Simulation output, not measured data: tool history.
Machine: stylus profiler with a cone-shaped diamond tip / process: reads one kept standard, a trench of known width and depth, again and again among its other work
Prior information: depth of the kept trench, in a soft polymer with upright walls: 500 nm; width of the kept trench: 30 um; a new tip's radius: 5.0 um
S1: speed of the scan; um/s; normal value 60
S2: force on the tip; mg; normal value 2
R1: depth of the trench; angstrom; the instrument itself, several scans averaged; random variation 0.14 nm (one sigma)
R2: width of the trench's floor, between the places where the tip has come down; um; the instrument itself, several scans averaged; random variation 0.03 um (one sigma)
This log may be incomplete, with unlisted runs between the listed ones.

| run | hour | S1 | S2 | R1 | R2 |
|---|---|---|---|---|---|
| 1 | 0 | 60 | 2 | 5051.2 | 25.09 |
| 2 | 23 | 60 | 2 | 5050.2 | 25.05 |
| 3 | 43.6 | 60 | 2 | 5051.7 | 24.99 |
| 4 | 56.1 | 60 | 2 | 5050.5 | 25.01 |
| 5 | 71.8 | 60 | 2 | 5048.4 | 24.94 |
| 6 | 88 | 60 | 2 | 5047 | 24.98 |
| 7 | 98.1 | 60 | 2 | 5049.8 | 24.94 |
| 8 | 114.4 | 60 | 2 | 5051.7 | 24.91 |
| 9 | 136.9 | 60 | 2 | 5050.9 | 24.91 |
| 10 | 154.2 | 60 | 1.73 | 5045.4 | 24.81 |
| 11 | 166.5 | 89 | 2 | 5050.9 | 24.76 |
| 12 | 183 | 89 | 2 | 5049.8 | 24.71 |
|  | 184.8 | height scale calibrated on a step standard |
| 13 | 199.7 | 60 | 0.82 | 5022.8 | 24.69 |
| 14 | 210 | 92 | 1.44 | 5038.9 | 24.64 |
| 15 | 232.9 | 92 | 1.44 | 5034.5 | 24.58 |
| 16 | 252 | 19 | 1.41 | 5033.5 | 24.9 |
| 17 | 264.1 | 19 | 1.41 | 5035.1 | 24.86 |
| 18 | 276.4 | 19 | 1.41 | 5033.9 | 24.88 |
|  | 287.9 | height scale calibrated on a step standard, once more |
| 19 | 292 | 19 | 1.41 | 5040 | 24.85 |
| 20 | 303.8 | 19 | 1.41 | 5040.5 | 24.76 |

Forecast each of these 5 alternatives for the next run:
| A | 318.5 | 106 | 2.42 | ? | ? |
| B | 318.5 | 230 | 0.67 | ? | ? |
| C | 318.5 | 28 | 1.84 | ? | ? |
| D | 318.5 | 56 | 2 | ? | ? |
| E | 318.5 | 49 | 1.47 | ? | ? |

| run | R1 | R2 |
|---|---|---|
| A | 5056.8 | 24.51 |
| B | 5023.9 | 23.48 |
| C | 5047.3 | 24.78 |
| D | 5052.1 | 24.68 |
| E | 5040.8 | 24.7 |
Take away the tool's hidden state, keep each run's random variation, and the runs would have read:
| run | R1 | R2 |
|---|---|---|
| A | 5058.5 | 25.28 |
| B | 5025.6 | 24.24 |
| C | 5049 | 25.54 |
| D | 5053.8 | 25.44 |
| E | 5042.4 | 25.46 |
